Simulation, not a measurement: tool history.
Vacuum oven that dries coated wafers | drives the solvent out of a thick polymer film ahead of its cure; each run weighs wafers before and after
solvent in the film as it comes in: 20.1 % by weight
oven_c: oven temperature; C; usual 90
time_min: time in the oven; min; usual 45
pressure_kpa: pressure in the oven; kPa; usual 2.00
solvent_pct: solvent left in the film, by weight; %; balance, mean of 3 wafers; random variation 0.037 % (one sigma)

run   hour  oven_c  time_min  pressure_kpa  solvent_pct
  1    0.0      90        45          2.00         1.70
  2   24.2      90        45          2.00         1.65
  3   52.7      90        45          2.00         1.72
  4   78.3      90        45          2.00         1.69
  5   91.4      90        45          2.00         1.64
  6  105.9      90        45          2.00         1.72
  7  134.8      90        45          2.00         1.74
  8  148.3      90        45          2.00         1.70
  9  168.4      90        45          2.00         1.75
 10  194.1      90        45          2.00         1.70
 11  218.1      90        45          2.00         1.72
 12  237.4      90        45          2.00         1.67
 13  256.9      90        45          2.00         1.74
 14  278.2      90        45          2.00         1.71
 15  297.2      77        45          2.00         6.37
 16  316.4      77        45          2.00         6.44
 17  330.1      77        51          2.00         5.81
 18  343.8      78        51          2.00         5.42
 19  371.0      78        51          2.00         5.45
 20  390.7      89        33          1.17         2.64
 21  402.9      92        62          1.17         0.75
 22  427.8      90        45          2.19         1.86
 23  454.3      77        45          2.00         6.63
 24  480.5      85        29          7.66         7.75
 25  495.4      85        64          6.13         4.28
     508.5  -- oven's thermocouples calibrated
 26  513.5      94        57          5.20         2.20
 27  528.9     103        48          2.00         0.71
 28  558.3     103        48          2.00         0.69
 29  580.8      98        56          1.13         0.58
 30  597.6      89        45          4.32         3.03
 31  610.8      89        54          2.56         1.85
 32  626.0      80        56          1.85         4.03
 33  653.9      81        45          3.38         5.44

Forecast each of these 4 alternatives for the next run:
  A  667.6      92        26          6.24            ?
  B  667.6      90        68          2.00            ?
  C  667.6      83        45          1.68            ?
  D  667.6      90        35          2.00            ?

run  solvent_pct
  A         4.49
  B         1.24
  C         3.74
  D         2.36
Without the tool's hidden state the same runs would have given:
run  solvent_pct
  A         4.18
  B         1.02
  C         3.35
  D         2.07
